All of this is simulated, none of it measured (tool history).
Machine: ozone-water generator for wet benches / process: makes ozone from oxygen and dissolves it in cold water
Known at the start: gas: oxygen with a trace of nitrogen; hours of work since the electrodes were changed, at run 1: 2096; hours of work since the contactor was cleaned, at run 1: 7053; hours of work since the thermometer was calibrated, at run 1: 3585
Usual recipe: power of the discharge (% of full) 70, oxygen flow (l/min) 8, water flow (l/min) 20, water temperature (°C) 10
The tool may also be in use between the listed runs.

run    hour  power of the discharge (% of full)  oxygen flow (l/min)  water flow (l/min)  water temperature (°C)  hours of work since the electrodes were changed  hours of work since the contactor was cleaned  hours of work since the thermometer was calibrated  dissolved ozone (ppm)  ozone in the gas ahead of the water (g/m3)
  1       0                                  70                    8                  20                      10                                             2096                                           7053                                                3585                   20.5                                       184.8
  2      63                                  70                    8                  20                      10                                             2138                                           7096                                                3628                   20.8                                       182.9
       84.6  -- contactor cleaned
  3   177.2                                  70                    8                  20                      10                                             2212                                             62                                                3702                   22.7                                       183.1
  4   233.6                                  70                    8                  20                      10                                             2250                                            100                                                3740                   22.3                                       183.2
  5   287.3                                  70                11.59                  20                      10                                             2287                                            137                                                3776                   20.9                                       142.4
  6   343.1                                  70                    8                  20                      10                                             2324                                            174                                                3814                   22.9                                       182.9
  7   430.5                                  70                    8                  20                      10                                             2383                                            233                                                3873                   22.5                                       182.5
  8   540.9                                  70                    8                  20                      10                                             2458                                            308                                                3948                   22.4                                       182.8
  9   626.8                                  70                    8                  20                      10                                             2516                                            366                                                4005                   22.2                                       181.9
 10   710.7                                  70                    8                  20                      10                                             2572                                            422                                                4062                   22.3                                       181.2
 11   805.4                                  70                    8                  20                      10                                             2636                                            486                                                4126                   22.3                                       180.8
 12     927                                  70                    8                  20                      10                                             2718                                            568                                                4208                     22                                       182.1
 13  1025.7                                  70                    8                  20                      10                                             2785                                            635                                                4274                     22                                       181.7
 14  1133.9                                  70                    8                  20                      10                                             2858                                            708                                                4347                     22                                       180.2
 15  1206.1                                  70                    8                  20                      10                                             2906                                            756                                                4396                   21.9                                       181.4
 16  1323.1                                  70                    8                  27                      10                                             2985                                            835                                                4475                   17.4                                       179.4
 17  1436.8                                  70                    8                  27                      10                                             3062                                            912                                                4552                   17.3                                       178.6
 18  1506.5                                  70                10.06                  20                      10                                             3109                                            959                                                4599                   20.9                                       153.5
 19  1620.9                                  70                10.06                  20                      10                                             3186                                           1036                                                4676                   20.8                                         152
 20  1735.9                                  70                10.06                  20                      10                                             3264                                           1114                                                4753                   20.7                                       151.8
 21  1790.7                                  70                11.32                  18                      11                                             3301                                           1151                                                4790                     21                                       141.8
 22  1848.9                                  58                 5.11                  14                      11                                             3340                                           1190                                                4830                   25.4                                       206.2
 23    1905                                  62                    8                  20                      10                                             3378                                           1228                                                4867                   19.4                                       161.2
 24  1967.6                                  46                 5.23                  20                       6                                             3420                                           1270                                                4910                     17                                       169.8
 25  2064.2                                  56                    8                  25                      11                                             3485                                           1335                                                4975                   15.1                                         150
 26  2140.7                                  56                    8                  25                      11                                             3537                                           1387                                                5026                     15                                       146.6
 27  2195.7                                  56                 5.03                  25                      11                                             3574                                           1424                                                5064                   15.5                                       201.7
 28  2267.3                                  56                 5.03                  25                      11                                             3622                                           1472                                                5112                   15.4                                       202.5
 29  2336.2                                  56                 5.03                  25                      11                                             3668                                           1518                                                5158                   15.5                                       199.9
 30  2451.8                                  51                 6.38                  26                       5                                             3746                                           1596                                                5236                   14.6                                       160.8
     2545.3  -- water thermometer calibrated
 31  2575.7                                  70                    8                  15                      12                                             3830                                           1680                                                  21                   25.2                                       176.3
 32  2672.5                                  50                14.03                  16                      17                                             3895                                           1745                                                  86                   13.6                                        92.8
 33  2782.5                                  50                14.03                  16                      17                                             3969                                           1819                                                 160                     14                                        91.6

4 ways to go on from here, each from the tool as it stands after run 33. What would each give?
  A  2905.7                                  70                 7.39                  15                       5                                             4052                                           1902                                                 243                      ?                                           ?
  B  2905.7                                  48                14.03                  14                       9                                             4052                                           1902                                                 243                      ?                                           ?
  C  2905.7                                  45                14.03                  16                      10                                             4052                                           1902                                                 243                      ?                                           ?
  D  2905.7                                  63                  5.1                  30                      17                                             4052                                           1902                                                 243                      ?                                           ?

run  dissolved ozone (ppm)  ozone in the gas ahead of the water (g/m3)
  A                   28.6                                       185.4
  B                   16.7                                          89
  C                   14.7                                        84.7
  D                   13.2                                       215.8
With no hidden state in the tool, these same runs would have given:
run  dissolved ozone (ppm)  ozone in the gas ahead of the water (g/m3)
  A                   32.5                                       206.3
  B                   18.4                                        95.8
  C                   16.1                                        90.6
  D                     15                                       238.1

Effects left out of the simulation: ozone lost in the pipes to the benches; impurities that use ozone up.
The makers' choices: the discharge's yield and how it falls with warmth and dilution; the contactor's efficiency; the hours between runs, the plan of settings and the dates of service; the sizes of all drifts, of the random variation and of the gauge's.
